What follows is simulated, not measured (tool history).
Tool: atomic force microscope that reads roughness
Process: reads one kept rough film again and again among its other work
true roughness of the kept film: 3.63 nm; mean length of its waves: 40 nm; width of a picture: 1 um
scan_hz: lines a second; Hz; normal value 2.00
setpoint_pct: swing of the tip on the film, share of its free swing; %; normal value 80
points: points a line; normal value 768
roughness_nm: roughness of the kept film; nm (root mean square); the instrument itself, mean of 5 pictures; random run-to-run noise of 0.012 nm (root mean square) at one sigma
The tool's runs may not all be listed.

run,hour,scan_hz,setpoint_pct,points,roughness_nm
1,0.0,2.00,80,768,2.400
2,29.4,2.00,80,768,2.270
3,56.8,2.00,80,768,2.123
4,82.8,2.00,80,385,2.040
5,112.6,2.00,80,768,2.586
6,130.8,2.00,80,768,2.481
7,151.7,2.00,80,768,2.367
8,173.1,2.00,80,768,2.251
9,197.5,2.00,68,768,2.374
10,227.6,2.00,68,768,2.931
11,245.1,2.54,80,768,2.441
12,267.6,2.54,80,768,2.310
13,288.3,2.00,89,768,2.142
14,320.1,2.00,89,768,2.009
15,352.9,2.00,89,768,1.893
16,370.9,2.00,80,768,2.608
17,395.0,2.00,80,768,2.441
18,413.0,2.00,80,768,2.332
19,440.2,2.00,80,397,2.185
20,471.1,2.00,80,768,2.090
21,492.8,2.00,65,768,2.963
22,520.2,2.00,65,768,2.787
23,540.7,2.00,80,575,2.378
24,567.7,1.23,80,768,2.422
25,591.9,1.23,80,768,2.300
26,620.0,1.23,80,768,2.928
27,645.0,2.00,80,940,2.533
28,662.4,2.00,80,940,2.450
29,688.5,0.95,62,940,2.720
30,721.5,0.95,62,940,2.526
31,744.6,2.84,62,940,2.277
32,773.7,0.77,62,830,3.063
33,805.9,2.00,72,725,2.560
34,837.5,2.00,72,725,2.415
35,864.1,3.70,60,725,2.285
36,897.4,3.70,60,725,2.829
37,919.0,2.00,73,266,2.643
38,944.2,2.00,78,366,2.379
39,974.7,2.00,78,366,2.236
40,1001.7,2.00,78,366,2.128
41,1030.8,0.60,56,438,3.136
42,1063.8,0.60,56,438,2.918
43,1078.0,0.60,56,456,2.836
44,1099.2,2.00,60,864,2.576
45,1125.3,1.21,57,269,2.525
46,1146.4,1.21,57,269,2.418
47,1179.7,0.53,80,568,2.879
48,1208.2,2.63,69,953,2.480
49,1225.0,1.70,56,311,2.608
50,1251.3,1.70,56,311,2.509
51,1282.6,2.00,66,279,2.967
52,1297.3,2.00,66,279,2.843

Put back what was entered between runs (10 entries, withheld): which listed runs does each sit between, and how does the hidden state differ from the listed run before to the listed run after?
After run 4, before run 5: new tip fitted (hour 92.6)
  radius of the tip, nm: 50.3 -> 16.2; height scale over the true one, %: -0.14 -> -0.16
  what was measured, less what the result would be without the hidden state, roughness_nm: -0.679 -> -0.135 nm (root mean square)
After run 9, before run 10: new tip fitted (hour 223.7)
  radius of the tip, nm: 41.4 -> 12; height scale over the true one, %: -0.2 -> -0.21
  what was measured, less what the result would be without the hidden state, roughness_nm: -0.620 -> -0.054 nm (root mean square)
After run 15, before run 16: new tip fitted (hour 355.8)
  radius of the tip, nm: 47.7 -> 15.4; height scale over the true one, %: -0.28 -> -0.29
  what was measured, less what the result would be without the hidden state, roughness_nm: -0.593 -> -0.122 nm (root mean square)
After run 20, before run 21: new tip fitted (hour 487.9)
  radius of the tip, nm: 47.1 -> 11.9; height scale over the true one, %: -0.34 -> -0.35
  what was measured, less what the result would be without the hidden state, roughness_nm: -0.645 -> -0.058 nm (root mean square)
After run 25, before run 26: new tip fitted (hour 620.0)
  radius of the tip, nm: 42.2 -> 10.1; height scale over the true one, %: -0.4 -> -0.41
  what was measured, less what the result would be without the hidden state, roughness_nm: -0.619 -> -0.015 nm (root mean square)
After run 31, before run 32: new tip fitted (hour 752.5)
  radius of the tip, nm: 47.6 -> 16.5; height scale over the true one, %: -0.47 -> -0.49
  what was measured, less what the result would be without the hidden state, roughness_nm: -0.718 -> -0.179 nm (root mean square)
After run 35, before run 36: new tip fitted (hour 885.9)
  radius of the tip, nm: 43.1 -> 14; height scale over the true one, %: -0.53 -> -0.55
  what was measured, less what the result would be without the hidden state, roughness_nm: -0.636 -> -0.109 nm (root mean square)
After run 40, before run 41: new tip fitted (hour 1018.3)
  radius of the tip, nm: 44.9 -> 14; height scale over the true one, %: -0.6 -> -0.62
  what was measured, less what the result would be without the hidden state, roughness_nm: -0.629 -> -0.123 nm (root mean square)
After run 46, before run 47: new tip fitted (hour 1149.2)
  radius of the tip, nm: 48.3 -> 20.3; height scale over the true one, %: -0.68 -> -0.7
  what was measured, less what the result would be without the hidden state, roughness_nm: -0.785 -> -0.265 nm (root mean square)
After run 50, before run 51: new tip fitted (hour 1282.6)
  radius of the tip, nm: 41.6 -> 10.3; height scale over the true one, %: -0.73 -> -0.75
  what was measured, less what the result would be without the hidden state, roughness_nm: -0.674 -> -0.029 nm (root mean square)
